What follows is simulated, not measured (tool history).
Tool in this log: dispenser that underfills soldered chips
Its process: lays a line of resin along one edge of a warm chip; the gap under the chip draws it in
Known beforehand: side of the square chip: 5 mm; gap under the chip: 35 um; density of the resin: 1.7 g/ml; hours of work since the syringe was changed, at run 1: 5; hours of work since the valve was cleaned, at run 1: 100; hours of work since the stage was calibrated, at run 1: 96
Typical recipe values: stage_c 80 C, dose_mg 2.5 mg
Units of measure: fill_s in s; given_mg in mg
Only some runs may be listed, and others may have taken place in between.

run,hour,stage_c,dose_mg,hours of work since the syringe was changed,hours of work since the valve was cleaned,hours of work since the stage was calibrated,fill_s,given_mg
1,0,80,2.5,5,100,96,15.6,2.381
# hour 1.8: new syringe of resin
2,6.5,80,2.5,3,104,100,15.1,2.38
# hour 10.9: new syringe of resin
3,12.4,80,2.5,1,108,104,13.4,2.376
4,15.6,83,2.5,3,110,106,12.9,2.372
# hour 20: new syringe of resin
5,22.7,68,2.5,2,114,111,23.4,2.378
6,27.9,80,2.5,5,118,114,15.6,2.364
# hour 28.8: new syringe of resin
7,32.3,80,2.5,2,120,117,13.7,2.348
# hour 35.6: dispensing valve cleaned and set on the balance
8,38,80,2.5,5,2,120,15.4,2.51
# hour 38.9: new syringe of resin
9,44.7,80,2.5,4,6,124,14.8,2.49
# hour 48: new syringe of resin
10,48.8,68,2.5,1,8,127,21.4,2.484
11,54.4,68,2.5,4,12,131,24.3,2.489
# hour 56.8: new syringe of resin
12,61.6,68,2.5,3,17,135,24.3,2.489
# hour 66: new syringe of resin
13,67.1,88,3.18,1,20,139,9.7,3.159
14,73.5,88,3.18,5,24,143,11,3.135
# hour 74.8: new syringe of resin
15,77.8,88,3.18,2,27,146,10,3.143
# hour 83.6: new syringe of resin
16,83.6,88,3.18,0,31,149,9.2,3.135
17,90.2,88,3.18,4,35,154,11.3,3.121
# hour 92.8: new syringe of resin
18,93.4,67,3,0,37,156,22.8,2.945
19,96.5,67,3,2,39,158,24.2,2.948
# hour 101.6: new syringe of resin
20,101.9,79,2.4,0,43,161,14,2.339

What will run 21 give?
21,105.9,80,2.2,3,45,164,?,?

Run 21 yielded fill_s 14.3 s, given_mg 2.139 mg.
With no hidden state in the tool, this same run would have given fill_s 13.2 s, given_mg 2.192 mg.
